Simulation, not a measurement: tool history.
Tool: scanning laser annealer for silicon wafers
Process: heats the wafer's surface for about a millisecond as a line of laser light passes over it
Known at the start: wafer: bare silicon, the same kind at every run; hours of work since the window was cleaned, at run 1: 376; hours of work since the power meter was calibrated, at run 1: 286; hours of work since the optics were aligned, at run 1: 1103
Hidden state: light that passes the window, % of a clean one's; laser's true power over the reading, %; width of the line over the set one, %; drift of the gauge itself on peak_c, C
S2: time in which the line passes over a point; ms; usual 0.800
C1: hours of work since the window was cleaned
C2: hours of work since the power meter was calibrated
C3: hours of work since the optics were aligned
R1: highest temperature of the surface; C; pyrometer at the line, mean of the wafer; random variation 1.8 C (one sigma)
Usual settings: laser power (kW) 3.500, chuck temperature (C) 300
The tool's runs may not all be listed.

{"run": 1, "day": 0.0, "laser power (kW)": 3.5, "S2": 0.8, "chuck temperature (C)": 300, "C1": 376, "C2": 286, "C3": 1103, "R1": 972}
{"run": 2, "day": 2.721, "laser power (kW)": 3.816, "S2": 0.8, "chuck temperature (C)": 300, "C1": 407, "C2": 317, "C3": 1134, "R1": 1040}
{"run": 3, "day": 4.225, "laser power (kW)": 3.5, "S2": 0.8, "chuck temperature (C)": 300, "C1": 424, "C2": 334, "C3": 1152, "R1": 969}
{"run": 4, "day": 6.679, "laser power (kW)": 3.5, "S2": 0.8, "chuck temperature (C)": 300, "C1": 453, "C2": 362, "C3": 1180, "R1": 967}
{"day": 8.229, "done": "window over the wafer cleaned"}
{"run": 5, "day": 8.638, "laser power (kW)": 3.5, "S2": 0.801, "chuck temperature (C)": 300, "C1": 5, "C2": 384, "C3": 1201, "R1": 942}
{"run": 6, "day": 10.738, "laser power (kW)": 3.5, "S2": 0.801, "chuck temperature (C)": 300, "C1": 29, "C2": 408, "C3": 1226, "R1": 939}
{"run": 7, "day": 12.117, "laser power (kW)": 3.5, "S2": 0.801, "chuck temperature (C)": 300, "C1": 45, "C2": 424, "C3": 1241, "R1": 937}
{"run": 8, "day": 14.854, "laser power (kW)": 3.5, "S2": 0.801, "chuck temperature (C)": 300, "C1": 76, "C2": 455, "C3": 1273, "R1": 936}
{"run": 9, "day": 16.158, "laser power (kW)": 3.5, "S2": 0.8, "chuck temperature (C)": 300, "C1": 91, "C2": 470, "C3": 1288, "R1": 936}
{"day": 18.1, "done": "window over the wafer cleaned, once more"}
{"run": 10, "day": 18.117, "laser power (kW)": 3.5, "S2": 0.8, "chuck temperature (C)": 300, "C1": 0, "C2": 492, "C3": 1309, "R1": 993}
{"run": 11, "day": 21.021, "laser power (kW)": 3.523, "S2": 0.8, "chuck temperature (C)": 300, "C1": 34, "C2": 525, "C3": 1343, "R1": 997}
{"run": 12, "day": 22.983, "laser power (kW)": 3.523, "S2": 0.8, "chuck temperature (C)": 300, "C1": 56, "C2": 548, "C3": 1365, "R1": 996}
{"run": 13, "day": 25.088, "laser power (kW)": 3.523, "S2": 0.8, "chuck temperature (C)": 300, "C1": 80, "C2": 572, "C3": 1389, "R1": 996}
{"run": 14, "day": 27.579, "laser power (kW)": 3.523, "S2": 0.8, "chuck temperature (C)": 300, "C1": 109, "C2": 601, "C3": 1418, "R1": 992}
{"run": 15, "day": 29.504, "laser power (kW)": 3.523, "S2": 0.8, "chuck temperature (C)": 300, "C1": 131, "C2": 623, "C3": 1440, "R1": 992}
{"run": 16, "day": 32.367, "laser power (kW)": 3.523, "S2": 0.8, "chuck temperature (C)": 300, "C1": 164, "C2": 656, "C3": 1473, "R1": 987}
{"run": 17, "day": 35.021, "laser power (kW)": 3.523, "S2": 0.8, "chuck temperature (C)": 310, "C1": 194, "C2": 686, "C3": 1504, "R1": 994}
{"run": 18, "day": 37.712, "laser power (kW)": 3.523, "S2": 0.8, "chuck temperature (C)": 310, "C1": 225, "C2": 717, "C3": 1534, "R1": 992}
{"day": 40.479, "done": "optics aligned, line set to its width"}
{"run": 19, "day": 40.479, "laser power (kW)": 3.523, "S2": 0.8, "chuck temperature (C)": 310, "C1": 255, "C2": 746, "C3": 0, "R1": 1008}
{"run": 20, "day": 43.171, "laser power (kW)": 3.5, "S2": 0.8, "chuck temperature (C)": 300, "C1": 286, "C2": 777, "C3": 31, "R1": 989}
{"run": 21, "day": 46.121, "laser power (kW)": 3.5, "S2": 0.8, "chuck temperature (C)": 300, "C1": 320, "C2": 811, "C3": 65, "R1": 982}
{"run": 22, "day": 48.408, "laser power (kW)": 3.5, "S2": 0.88, "chuck temperature (C)": 300, "C1": 346, "C2": 838, "C3": 91, "R1": 1013}
{"run": 23, "day": 51.0, "laser power (kW)": 3.38, "S2": 0.8, "chuck temperature (C)": 286, "C1": 376, "C2": 867, "C3": 121, "R1": 937}
{"run": 24, "day": 52.817, "laser power (kW)": 3.5, "S2": 0.991, "chuck temperature (C)": 304, "C1": 396, "C2": 888, "C3": 142, "R1": 1057}
{"run": 25, "day": 54.308, "laser power (kW)": 3.791, "S2": 0.991, "chuck temperature (C)": 321, "C1": 414, "C2": 905, "C3": 159, "R1": 1145}
{"run": 26, "day": 56.292, "laser power (kW)": 3.791, "S2": 0.991, "chuck temperature (C)": 334, "C1": 436, "C2": 928, "C3": 182, "R1": 1158}
{"day": 59.233, "done": "window over the wafer cleaned"}
{"run": 27, "day": 59.233, "laser power (kW)": 3.624, "S2": 0.977, "chuck temperature (C)": 265, "C1": 0, "C2": 961, "C3": 215, "R1": 1074}
{"run": 28, "day": 61.658, "laser power (kW)": 3.624, "S2": 0.977, "chuck temperature (C)": 265, "C1": 28, "C2": 989, "C3": 242, "R1": 1070}
{"run": 29, "day": 63.5, "laser power (kW)": 3.068, "S2": 0.675, "chuck temperature (C)": 312, "C1": 49, "C2": 1010, "C3": 264, "R1": 864}
{"run": 30, "day": 66.175, "laser power (kW)": 3.068, "S2": 0.675, "chuck temperature (C)": 312, "C1": 80, "C2": 1041, "C3": 294, "R1": 858}
{"run": 31, "day": 68.367, "laser power (kW)": 3.068, "S2": 0.675, "chuck temperature (C)": 312, "C1": 105, "C2": 1066, "C3": 319, "R1": 859}
{"run": 32, "day": 70.325, "laser power (kW)": 3.5, "S2": 0.639, "chuck temperature (C)": 274, "C1": 127, "C2": 1088, "C3": 342, "R1": 898}
{"run": 33, "day": 73.35, "laser power (kW)": 3.313, "S2": 0.874, "chuck temperature (C)": 286, "C1": 162, "C2": 1123, "C3": 377, "R1": 963}
{"run": 34, "day": 75.688, "laser power (kW)": 3.802, "S2": 0.782, "chuck temperature (C)": 290, "C1": 189, "C2": 1150, "C3": 404, "R1": 1042}
{"run": 35, "day": 77.233, "laser power (kW)": 3.802, "S2": 0.782, "chuck temperature (C)": 290, "C1": 207, "C2": 1168, "C3": 421, "R1": 1041}
{"run": 36, "day": 80.012, "laser power (kW)": 3.802, "S2": 0.782, "chuck temperature (C)": 290, "C1": 239, "C2": 1200, "C3": 453, "R1": 1037}
{"run": 37, "day": 82.679, "laser power (kW)": 3.413, "S2": 0.648, "chuck temperature (C)": 300, "C1": 269, "C2": 1230, "C3": 484, "R1": 897}
{"run": 38, "day": 83.979, "laser power (kW)": 3.5, "S2": 0.808, "chuck temperature (C)": 323, "C1": 284, "C2": 1245, "C3": 499, "R1": 1006}
{"run": 39, "day": 86.946, "laser power (kW)": 3.7, "S2": 0.609, "chuck temperature (C)": 290, "C1": 318, "C2": 1279, "C3": 533, "R1": 927}
{"run": 40, "day": 88.388, "laser power (kW)": 3.7, "S2": 0.609, "chuck temperature (C)": 290, "C1": 335, "C2": 1296, "C3": 549, "R1": 926}
{"run": 41, "day": 91.467, "laser power (kW)": 3.5, "S2": 0.664, "chuck temperature (C)": 300, "C1": 370, "C2": 1331, "C3": 585, "R1": 918}
{"run": 42, "day": 94.608, "laser power (kW)": 3.5, "S2": 0.664, "chuck temperature (C)": 300, "C1": 406, "C2": 1367, "C3": 621, "R1": 917}

The same runs without the tool's hidden state, with the same run-to-run variation:
run=1 R1=1007
run=2 R1=1082
run=3 R1=1008
run=4 R1=1007
run=5 R1=1006
run=6 R1=1005
run=7 R1=1005
run=8 R1=1006
run=9 R1=1007
run=10 R1=1005
run=11 R1=1012
run=12 R1=1012
run=13 R1=1014
run=14 R1=1012
run=15 R1=1013
run=16 R1=1011
run=17 R1=1020
run=18 R1=1020
run=19 R1=1027
run=20 R1=1010
run=21 R1=1005
run=22 R1=1040
run=23 R1=964
run=24 R1=1089
run=25 R1=1182
run=26 R1=1197
run=27 R1=1077
run=28 R1=1076
run=29 R1=869
run=30 R1=865
run=31 R1=868
run=32 R1=909
run=33 R1=978
run=34 R1=1060
run=35 R1=1061
run=36 R1=1060
run=37 R1=917
run=38 R1=1030
run=39 R1=951
run=40 R1=951
run=41 R1=946
run=42 R1=947
